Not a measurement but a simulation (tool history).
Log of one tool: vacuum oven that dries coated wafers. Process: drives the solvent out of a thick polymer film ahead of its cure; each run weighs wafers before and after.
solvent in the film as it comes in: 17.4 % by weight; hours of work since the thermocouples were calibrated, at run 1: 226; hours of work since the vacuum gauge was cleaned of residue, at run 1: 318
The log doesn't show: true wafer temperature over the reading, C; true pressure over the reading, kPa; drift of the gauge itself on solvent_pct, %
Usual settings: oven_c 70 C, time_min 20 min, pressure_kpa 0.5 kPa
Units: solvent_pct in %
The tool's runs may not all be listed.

run,hour,oven_c,time_min,pressure_kpa,hours of work since the thermocouples were calibrated,hours of work since the vacuum gauge was cleaned of residue,solvent_pct
1,0,70,20,0.5,226,318,3.4
2,8.3,70,20,0.5,230,321,3.36
3,19.8,70,20,0.5,234,326,3.41
4,30.7,70,20,0.5,239,331,3.42
5,38.2,70,20,0.5,242,334,3.43
6,48.8,70,20,0.5,246,338,3.39
# hour 51.7: oven's thermocouples calibrated
7,56.5,70,20,0.5,2,340,3.34
8,66.2,71,20,0.951,6,344,3.1
9,77.1,83,22,1.967,11,349,0.55
10,84.9,83,22,1.435,14,352,0.45
11,97,56,31,0.26,19,357,6.65
12,109.4,66,29,0.26,24,362,2.96
# hour 114.1: oven's thermocouples calibrated, once more
13,117.8,66,29,0.26,2,365,3.05
14,124,75,18,0.446,4,368,2.21

5 ways to go on from here, each from the tool as it stands after run 14. What would each give?
A,133.1,77,12,0.5,8,371,?
B,133.1,70,20,0.455,8,371,?
C,133.1,63,18,0.446,8,371,?
D,133.1,78,30,0.446,8,371,?
E,133.1,57,18,0.446,8,371,?

run,solvent_pct
A,3.34
B,3.41
C,6.71
D,0.4
E,8.93
Without the tool's hidden state the same runs would have given:
run,solvent_pct
A,3.44
B,3.52
C,6.83
D,0.42
E,9.04
